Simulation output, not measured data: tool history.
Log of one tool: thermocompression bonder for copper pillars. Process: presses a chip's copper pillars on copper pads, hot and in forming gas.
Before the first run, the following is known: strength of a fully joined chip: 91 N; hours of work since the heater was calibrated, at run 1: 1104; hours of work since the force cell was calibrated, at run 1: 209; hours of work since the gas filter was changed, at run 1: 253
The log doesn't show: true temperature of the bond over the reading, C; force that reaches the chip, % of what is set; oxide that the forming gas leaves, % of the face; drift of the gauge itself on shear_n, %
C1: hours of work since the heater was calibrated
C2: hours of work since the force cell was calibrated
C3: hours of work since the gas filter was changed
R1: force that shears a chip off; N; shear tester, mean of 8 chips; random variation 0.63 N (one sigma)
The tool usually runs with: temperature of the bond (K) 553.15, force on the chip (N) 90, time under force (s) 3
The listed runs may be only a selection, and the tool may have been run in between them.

Run 1, day 0.000: usual settings; C1 1104; C2 209; C3 253. Result: R1 34.0 N.
Run 2, day 1.667: usual settings but force on the chip (N) 105; C1 1128; C2 233; C3 277. Result: R1 36.4 N.
At day 3.200: forming gas filter changed.
Run 3, day 3.600: usual settings; C1 1155; C2 261; C3 6. Result: R1 34.6 N.
Run 4, day 5.375: usual settings but force on the chip (N) 57; C1 1181; C2 286; C3 31. Result: R1 26.8 N.
Run 5, day 7.233: usual settings but temperature of the bond (K) 557.15; C1 1207; C2 313; C3 58. Result: R1 35.1 N.
Run 6, day 9.396: usual settings but temperature of the bond (K) 557.15; C1 1238; C2 344; C3 89. Result: R1 36.3 N.
Run 7, day 10.429: usual settings but temperature of the bond (K) 543.15; C1 1253; C2 359; C3 104. Result: R1 29.5 N.
Run 8, day 12.304: usual settings but temperature of the bond (K) 543.15; C1 1280; C2 386; C3 131. Result: R1 29.0 N.
At day 13.221: heater calibrated with a thermocouple chip.
Run 9, day 13.525: usual settings but temperature of the bond (K) 543.15; C1 4; C2 402; C3 147. Result: R1 27.1 N.
Run 10, day 14.512: usual settings but temperature of the bond (K) 543.15; C1 19; C2 417; C3 162. Result: R1 28.1 N.
Run 11, day 15.467: usual settings but temperature of the bond (K) 575.15; C1 32; C2 430; C3 175. Result: R1 42.3 N.
Run 12, day 16.579: usual settings but temperature of the bond (K) 571.15, force on the chip (N) 87, time under force (s) 4; C1 48; C2 446; C3 191. Result: R1 43.8 N.
Run 13, day 18.112: usual settings but force on the chip (N) 97; C1 70; C2 468; C3 213. Result: R1 32.7 N.
Run 14, day 19.479: usual settings but temperature of the bond (K) 577.15, force on the chip (N) 85, time under force (s) 4; C1 90; C2 488; C3 233. Result: R1 45.0 N.
Run 15, day 21.254: usual settings but time under force (s) 9; C1 116; C2 514; C3 258. Result: R1 46.7 N.
At day 22.354: heater calibrated with a thermocouple chip, once more.
Run 16, day 23.229: usual settings but temperature of the bond (K) 535.15, force on the chip (N) 76; C1 13; C2 541; C3 286. Result: R1 26.6 N.
At day 24.175: forming gas filter changed.
Run 17, day 25.538: usual settings but force on the chip (N) 58; C1 45; C2 574; C3 20. Result: R1 29.1 N.
Run 18, day 27.671: usual settings but force on the chip (N) 103, time under force (s) 4; C1 76; C2 604; C3 50. Result: R1 45.3 N.

Selected run-to-run steps in R1, each split into two signed amounts: the part the tool would show with no hidden state at all (from settings, incoming material and random variation), and the remainder, which goes to the hidden state together with any gauge scatter not common to the measured and the hidden-state-free results:
Run 15 -> 16: temperature of the bond (K) 553.15 -> 535.15, force on the chip (N) 90 -> 76, time under force (s) 9 -> 3, heater calibrated with a thermocouple chip, once more. R1 -20.1 N: hidden state +7.4, all else -27.5.
